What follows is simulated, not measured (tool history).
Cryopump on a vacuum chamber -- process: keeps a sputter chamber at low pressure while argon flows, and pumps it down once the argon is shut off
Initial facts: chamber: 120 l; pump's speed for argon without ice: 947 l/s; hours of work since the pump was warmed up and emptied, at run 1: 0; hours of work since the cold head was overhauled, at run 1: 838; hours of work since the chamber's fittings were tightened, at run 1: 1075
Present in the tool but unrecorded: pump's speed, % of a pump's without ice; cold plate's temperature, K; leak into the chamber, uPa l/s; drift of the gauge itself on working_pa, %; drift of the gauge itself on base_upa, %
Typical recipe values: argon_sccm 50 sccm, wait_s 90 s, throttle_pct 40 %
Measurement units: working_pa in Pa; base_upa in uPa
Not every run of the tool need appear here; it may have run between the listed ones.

run    hour  argon_sccm  wait_s  throttle_pct  hours of work since the pump was warmed up and emptied  hours of work since the cold head was overhauled  hours of work since the chamber's fittings were tightened  working_pa  base_upa
  1       0          50      90            40                                                       0                                               838                                                       1075      0.2222      1.62
  2    75.1          50      90            40                                                      38                                               877                                                       1113      0.2259      1.67
  3   144.5          50      90            40                                                      74                                               912                                                       1149      0.2263      1.66
  4   213.5          50      28            40                                                     109                                               947                                                       1184      0.2295      3.78
  5   283.7          50     141            40                                                     144                                               983                                                       1220      0.2283      1.39
  6   344.2          50     141            40                                                     175                                              1014                                                       1250      0.2296      1.41
  7   398.8          50      90            40                                                     203                                              1041                                                       1278      0.2308      1.78
  8   468.4          50      90            40                                                     238                                              1077                                                       1314      0.2323      1.79
  9   540.2          50      90            40                                                     275                                              1113                                                       1350      0.2332      1.82
 10   607.4          50      90            40                                                     309                                              1147                                                       1384      0.2352      1.75
 11   658.9          50      90            40                                                     335                                              1174                                                       1411      0.2377      1.82
 12   734.8          50      90            40                                                     374                                              1212                                                       1449      0.2379       1.8
 13   786.5          86      90            40                                                     400                                              1239                                                       1476      0.4101      1.95
 14   843.2          41      65            26                                                     429                                              1268                                                       1504      0.2961      2.29
 15   915.4          43      31            42                                                     466                                              1304                                                       1541      0.2008      3.74
 16   963.1          49      29            23                                                     490                                              1329                                                       1565      0.4031      4.05
 17  1031.2         100     219            43                                                     525                                              1363                                                       1600      0.4613      1.42
 18    1074          63      90            40                                                     547                                              1385                                                       1622      0.3147      2.01
 19  1136.2          33      38            41                                                     578                                              1417                                                       1654      0.1608      3.34
 20    1172          33      38            41                                                     597                                              1435                                                       1672       0.161      3.33
 21  1226.9          21      27            30                                                     625                                              1463                                                       1700      0.1369      4.38
 22  1280.6          38     189            30                                                     652                                              1490                                                       1727      0.2468      1.58
 23  1325.6          30      62            23                                                     675                                              1513                                                       1750      0.2528      2.54

Below are 5 alternative next runs, each starting from the tool's condition after run 23. Predict each:
  A  1361.6          34      46            35                                                     693                                              1531                                                       1768           ?         ?
  B  1361.6          40      22            36                                                     693                                              1531                                                       1768           ?         ?
  C  1361.6          30      43            46                                                     693                                              1531                                                       1768           ?         ?
  D  1361.6          38     122            54                                                     693                                              1531                                                       1768           ?         ?
  E  1361.6          58      89            29                                                     693                                              1531                                                       1768           ?         ?

run  working_pa  base_upa
  A      0.1956      3.04
  B       0.225       5.1
  C       0.135      3.17
  D      0.1489      1.89
  E      0.3962      2.14
The same runs, with their run-to-run variation unchanged, on a tool lacking any hidden condition would have given:
run  working_pa  base_upa
  A       0.174      2.18
  B      0.1996      4.23
  C       0.116      2.32
  D       0.125      1.04
  E      0.3593      1.28
